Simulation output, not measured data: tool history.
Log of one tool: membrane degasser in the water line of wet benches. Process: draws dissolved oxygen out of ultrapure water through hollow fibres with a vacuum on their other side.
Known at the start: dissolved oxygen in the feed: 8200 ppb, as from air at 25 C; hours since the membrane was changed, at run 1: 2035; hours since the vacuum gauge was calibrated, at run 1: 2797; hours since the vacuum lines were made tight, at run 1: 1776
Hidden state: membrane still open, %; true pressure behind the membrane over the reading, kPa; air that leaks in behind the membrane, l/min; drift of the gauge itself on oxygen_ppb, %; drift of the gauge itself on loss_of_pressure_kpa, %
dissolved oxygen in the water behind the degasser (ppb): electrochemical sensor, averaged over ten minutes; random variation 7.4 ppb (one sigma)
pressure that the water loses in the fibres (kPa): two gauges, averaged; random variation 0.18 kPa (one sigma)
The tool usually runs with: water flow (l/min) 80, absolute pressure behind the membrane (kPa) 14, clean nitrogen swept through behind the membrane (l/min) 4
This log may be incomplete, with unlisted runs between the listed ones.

| run | day | water flow (l/min) | absolute pressure behind the membrane (kPa) | clean nitrogen swept through behind the membrane (l/min) | hours since the membrane was changed | hours since the vacuum gauge was calibrated | hours since the vacuum lines were made tight | dissolved oxygen in the water behind the degasser (ppb) | pressure that the water loses in the fibres (kPa) |
|---|---|---|---|---|---|---|---|---|---|
| 1 | 0 | 80 | 14 | 4 | 2035 | 2797 | 1776 | 766.9 | 33.09 |
| 2 | 2.238 | 80 | 14 | 4 | 2088 | 2851 | 1829 | 763.6 | 33.32 |
| 3 | 4.762 | 80 | 14 | 4 | 2149 | 2912 | 1890 | 763.2 | 33.33 |
| 4 | 8.2 | 80 | 14 | 4 | 2231 | 2994 | 1972 | 772.5 | 33.1 |
| 5 | 12.038 | 80 | 14 | 4 | 2324 | 3086 | 2065 | 760.3 | 33.28 |
| 6 | 15.05 | 80 | 14 | 4 | 2396 | 3158 | 2137 | 751.4 | 33.38 |
| 7 | 17.633 | 54 | 14 | 4 | 2458 | 3220 | 2199 | 413.3 | 22.55 |
| 8 | 21.225 | 54 | 14 | 4 | 2544 | 3307 | 2285 | 417.7 | 22.42 |
| 9 | 23.55 | 54 | 14 | 4 | 2600 | 3362 | 2341 | 416.7 | 22.47 |
| 10 | 25.388 | 54 | 14 | 4 | 2644 | 3406 | 2385 | 415.1 | 22.64 |
| 11 | 28.9 | 54 | 14 | 4 | 2728 | 3491 | 2469 | 412 | 22.78 |
| 12 | 32.646 | 54 | 14 | 4 | 2818 | 3581 | 2559 | 414.4 | 22.36 |
| 13 | 35.158 | 54 | 14 | 4 | 2878 | 3641 | 2619 | 411.5 | 22.49 |
| 14 | 37.946 | 80 | 14 | 4 | 2945 | 3708 | 2686 | 782.3 | 33.4 |
| 15 | 40.038 | 80 | 14 | 2.69 | 2996 | 3758 | 2737 | 931.2 | 33.27 |
| 16 | 43.879 | 54 | 10.5 | 2.16 | 3088 | 3850 | 2829 | 466.8 | 22.49 |
| 17 | 45.629 | 118 | 13.4 | 3.21 | 3130 | 3892 | 2871 | 1468.3 | 49.3 |
| 18 | 47.775 | 118 | 13.4 | 3.21 | 3181 | 3944 | 2922 | 1448 | 49.49 |
| 19 | 49.888 | 50 | 17.5 | 11.93 | 3232 | 3995 | 2973 | 211.4 | 21 |
| 20 | 53.133 | 114 | 17.5 | 1.6 | 3310 | 4072 | 3051 | 2124.7 | 47.84 |
| 21 | 54.983 | 63 | 17.5 | 9.18 | 3354 | 4117 | 3095 | 384 | 26.65 |
| 22 | 57.479 | 90 | 9.2 | 2.21 | 3414 | 4177 | 3155 | 902.2 | 37.66 |
| 23 | 59.812 | 71 | 10.3 | 4 | 3470 | 4233 | 3211 | 514.1 | 29.75 |
| 24 | 62.238 | 80 | 16.3 | 3.83 | 3528 | 4291 | 3269 | 871.5 | 33.26 |
| 25 | 64.133 | 80 | 21.6 | 3.83 | 3574 | 4336 | 3315 | 1087.3 | 33.68 |
| 26 | 66.042 | 112 | 20 | 3.83 | 3620 | 4382 | 3361 | 1587.8 | 46.73 |
| 27 | 69.221 | 112 | 20 | 3.83 | 3696 | 4459 | 3437 | 1570.3 | 47.38 |
| 28 | 71.804 | 60 | 15.7 | 7.53 | 3758 | 4521 | 3499 | 364.4 | 25.21 |

Branching from run 28: 4 alternative next runs. What would each branch give?
| A | 74.5 | 71 | 9.5 | 4.87 | 3823 | 4585 | 3564 | ? | ? |
| B | 74.5 | 80 | 33.6 | 4 | 3823 | 4585 | 3564 | ? | ? |
| C | 74.5 | 60 | 13.5 | 10.8 | 3823 | 4585 | 3564 | ? | ? |
| D | 74.5 | 60 | 14.9 | 11.9 | 3823 | 4585 | 3564 | ? | ? |

| run | dissolved oxygen in the water behind the degasser (ppb) | pressure that the water loses in the fibres (kPa) |
|---|---|---|
| A | 448.6 | 29.98 |
| B | 1468 | 33.7 |
| C | 269.5 | 25.41 |
| D | 275.4 | 25.03 |
What these runs would have given with no unlogged condition in the tool:
| run | dissolved oxygen in the water behind the degasser (ppb) | pressure that the water loses in the fibres (kPa) |
|---|---|---|
| A | 416.8 | 29.14 |
| B | 1433.7 | 32.73 |
| C | 250.8 | 24.69 |
| D | 256.8 | 24.31 |
